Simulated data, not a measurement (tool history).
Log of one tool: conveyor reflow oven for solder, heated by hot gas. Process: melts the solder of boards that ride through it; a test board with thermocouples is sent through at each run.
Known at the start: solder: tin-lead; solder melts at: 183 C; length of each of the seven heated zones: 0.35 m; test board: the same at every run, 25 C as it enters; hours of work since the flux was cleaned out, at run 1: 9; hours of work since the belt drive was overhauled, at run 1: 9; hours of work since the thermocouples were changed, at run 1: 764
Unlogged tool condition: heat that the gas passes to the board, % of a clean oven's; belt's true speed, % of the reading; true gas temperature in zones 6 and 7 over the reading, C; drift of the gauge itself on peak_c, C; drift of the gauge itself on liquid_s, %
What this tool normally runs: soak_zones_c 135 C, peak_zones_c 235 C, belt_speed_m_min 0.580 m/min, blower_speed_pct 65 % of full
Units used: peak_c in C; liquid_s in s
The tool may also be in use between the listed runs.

run	hour	soak_zones_c	peak_zones_c	belt_speed_m_min	blower_speed_pct	hours of work since the flux was cleaned out	hours of work since the belt drive was overhauled	hours of work since the thermocouples were changed	peak_c	liquid_s
1	0.0	135	235	0.580	65	9	9	764	219.9	54.8
2	97.8	147	235	0.580	65	54	54	808	222.0	60.9
3	155.6	135	235	0.580	65	80	80	835	219.7	55.0
4	236.9	135	235	0.580	65	117	117	872	219.9	54.8
5	292.8	135	235	0.580	65	143	143	898	219.8	54.8
6	392.9	135	235	0.580	65	189	189	943	219.7	54.8
# hour 439.5: flux residue cleaned out of gas plates and filters
7	477.3	135	235	0.580	65	17	225	980	220.7	55.4
8	577.3	129	235	0.580	65	63	271	1025	219.4	52.6
9	678.1	129	235	0.580	65	109	317	1071	219.3	52.7
10	722.6	129	244	0.580	65	129	337	1092	226.8	57.8
11	786.2	129	244	0.580	65	159	366	1121	227.5	58.0
12	885.1	129	244	0.580	65	204	411	1166	226.9	57.6
# hour 897.9: flux residue cleaned out of gas plates and filters
13	975.3	129	244	0.580	65	35	450	1205	227.4	58.6
14	1028.3	129	244	0.580	65	60	475	1229	227.9	58.6
15	1081.6	129	244	0.580	65	84	499	1254	227.7	58.2
16	1153.5	131	233	0.554	65	117	532	1287	220.3	56.9
17	1219.6	150	235	0.580	54	147	562	1317	220.5	60.4
# hour 1250.7: thermocouples of zones 6 and 7 changed
18	1292.8	134	239	0.580	65	180	595	19	220.8	55.5
# hour 1357.7: flux residue cleaned out of gas plates and filters
19	1399.0	134	239	0.580	65	19	641	66	221.3	55.7
20	1442.9	135	230	0.594	65	39	661	86	212.5	48.9
21	1519.8	135	230	0.594	65	74	696	121	213.0	48.8
22	1599.9	129	230	0.512	65	111	733	157	216.5	58.9
23	1653.9	136	238	0.651	75	135	758	182	219.8	49.2
24	1703.3	135	235	0.571	65	158	780	205	218.6	55.4
25	1758.5	135	235	0.571	65	183	805	230	218.6	55.2
# hour 1819.4: flux residue cleaned out of gas plates and filters
26	1831.4	144	235	0.656	65	6	836	261	216.2	48.4
27	1927.0	136	237	0.485	57	49	880	305	224.0	70.5
28	1988.4	136	237	0.485	57	77	908	333	224.0	70.6
29	2076.7	136	237	0.485	57	118	949	373	223.9	70.5

How the hidden state differs across the entries between the runs, from the last listed run before each to the first after it:
Between runs 6 and 7: flux residue cleaned out of gas plates and filters (hour 439.5)
  heat that the gas passes to the board, % of a clean oven's: 97.6 -> 99.6; belt's true speed, % of the reading: 99.88 -> 99.85; true gas temperature in zones 6 and 7 over the reading, C: 3.36 -> 3.48
  difference, measured minus the result without the unlogged condition, peak_c: +2.4 -> +2.9 C; liquid_s: +1.7 -> +2.1 s
Between runs 12 and 13: flux residue cleaned out of gas plates and filters (hour 897.9)
  heat that the gas passes to the board, % of a clean oven's: 97.3 -> 99.4; belt's true speed, % of the reading: 99.66 -> 99.62; true gas temperature in zones 6 and 7 over the reading, C: 4.12 -> 4.27
  difference, measured minus the result without the unlogged condition, peak_c: +3.0 -> +3.7 C; liquid_s: +1.9 -> +2.4 s
Between runs 17 and 18: thermocouples of zones 6 and 7 changed (hour 1250.7)
  heat that the gas passes to the board, % of a clean oven's: 98.1 -> 97.7; belt's true speed, % of the reading: 99.51 -> 99.47; true gas temperature in zones 6 and 7 over the reading, C: 4.62 -> 0.42
  difference, measured minus the result without the unlogged condition, peak_c: +3.7 -> +0.0 C; liquid_s: +2.9 -> +0.2 s
Between runs 18 and 19: flux residue cleaned out of gas plates and filters (hour 1357.7)
  heat that the gas passes to the board, % of a clean oven's: 97.7 -> 99.7; belt's true speed, % of the reading: 99.47 -> 99.43; true gas temperature in zones 6 and 7 over the reading, C: 0.42 -> 0.57
  difference, measured minus the result without the unlogged condition, peak_c: +0.0 -> +0.6 C; liquid_s: +0.2 -> +0.7 s
Between runs 25 and 26: flux residue cleaned out of gas plates and filters (hour 1819.4)
  heat that the gas passes to the board, % of a clean oven's: 97.6 -> 99.6; belt's true speed, % of the reading: 99.26 -> 99.23; true gas temperature in zones 6 and 7 over the reading, C: 1.15 -> 1.26
  difference, measured minus the result without the unlogged condition, peak_c: +0.6 -> +1.2 C; liquid_s: +0.8 -> +1.2 s

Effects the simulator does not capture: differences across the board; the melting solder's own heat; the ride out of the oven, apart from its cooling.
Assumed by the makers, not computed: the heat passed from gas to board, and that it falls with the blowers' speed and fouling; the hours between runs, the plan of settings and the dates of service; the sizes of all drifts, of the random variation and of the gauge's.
